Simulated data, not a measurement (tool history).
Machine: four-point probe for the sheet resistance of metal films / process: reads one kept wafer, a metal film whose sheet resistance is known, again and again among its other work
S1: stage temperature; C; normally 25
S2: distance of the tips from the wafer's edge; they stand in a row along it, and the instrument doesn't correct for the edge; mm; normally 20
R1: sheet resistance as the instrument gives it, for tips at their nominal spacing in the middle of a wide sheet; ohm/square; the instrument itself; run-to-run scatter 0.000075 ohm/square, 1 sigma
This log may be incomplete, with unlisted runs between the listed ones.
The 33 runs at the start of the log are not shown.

run	day	S1	S2	R1
34	103.754	32	17	0.373984
35	106.604	29	5	0.377834
36	110.879	26	45	0.375591
37	113.088	26	45	0.375461
38	115.742	26	45	0.375422
39	118.067	26	45	0.375371
40	122.512	26	45	0.375566
41	126.417	26	45	0.375697
42	130.162	26	48	0.375559
43	134.267	28	37	0.37508
44	136.925	26	11	0.376224

Here are 4 independent what-if runs from the current tool condition. What would each one return?
A	139.192	20	12	?
B	139.192	24	13	?
C	139.192	19	36	?
D	139.192	30	11	?

run	R1
A	0.377768
B	0.376785
C	0.377578
D	0.375199
Without the tool's hidden state the same runs would have given:
run	R1
A	0.374946
B	0.373966
C	0.374758
D	0.372385
